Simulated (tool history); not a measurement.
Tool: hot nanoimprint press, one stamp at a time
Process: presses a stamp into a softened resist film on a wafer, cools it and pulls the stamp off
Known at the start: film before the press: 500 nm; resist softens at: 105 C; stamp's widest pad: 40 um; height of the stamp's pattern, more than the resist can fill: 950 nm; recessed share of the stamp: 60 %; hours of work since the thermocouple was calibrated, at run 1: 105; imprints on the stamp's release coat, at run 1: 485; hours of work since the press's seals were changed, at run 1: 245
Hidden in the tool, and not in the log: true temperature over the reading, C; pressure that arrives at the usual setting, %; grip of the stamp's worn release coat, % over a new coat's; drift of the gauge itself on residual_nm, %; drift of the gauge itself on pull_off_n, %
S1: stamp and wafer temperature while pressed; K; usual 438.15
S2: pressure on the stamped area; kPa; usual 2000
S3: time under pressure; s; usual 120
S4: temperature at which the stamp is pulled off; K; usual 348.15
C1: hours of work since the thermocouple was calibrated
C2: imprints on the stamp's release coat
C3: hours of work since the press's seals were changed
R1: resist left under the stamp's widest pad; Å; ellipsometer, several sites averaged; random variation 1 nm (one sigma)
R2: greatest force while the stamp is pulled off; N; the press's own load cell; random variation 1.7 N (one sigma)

run	day	S1	S2	S3	S4	C1	C2	C3	R1	R2
1	0	438.15	2000	120	348.15	105	485	245	2838	176
2	0.596	440.15	2000	120	348.15	111	514	251	2667	180
3	1.246	438.15	2000	120	348.15	118	546	258	2838	178
4	2.35	438.15	2000	120	344.15	130	601	270	2828	192
5	3.475	438.15	2000	120	344.15	142	656	282	2854	188
6	4.796	438.15	2000	201	348.15	156	722	296	2334	178
7	6.021	438.15	2000	201	348.15	169	782	309	2341	180
8	7.021	434.15	1240	120	348.15	180	831	320	3614	178
# day 7.679: stamp cleaned and given a new release coat
9	8.171	434.15	2060	120	348.15	189	24	329	3128	178
10	9.404	438.15	3100	84	336.15	203	85	342	2690	208
11	9.979	438.15	3100	84	336.15	209	114	349	2675	208
12	11.092	438.15	3100	84	336.15	221	168	360	2688	205
# day 11.767: gauge calibrated
13	12.262	438.15	3100	84	336.15	233	226	373	2751	209

4 ways to go on from here, each from the tool as it stands after run 13. What would each give?
A	13.408	430.15	1670	84	336.15	245	283	385	?	?
B	13.408	431.15	1340	84	336.15	245	283	385	?	?
C	13.408	434.15	1340	84	348.15	245	283	385	?	?
D	13.408	438.15	2000	75	348.15	245	283	385	?	?

run	R1	R2
A	3986	211
B	4104	210
C	3871	181
D	3274	177
Without the tool's hidden state the same runs would have given:
run	R1	R2
A	4000	211
B	4119	210
C	3885	181
D	3286	177
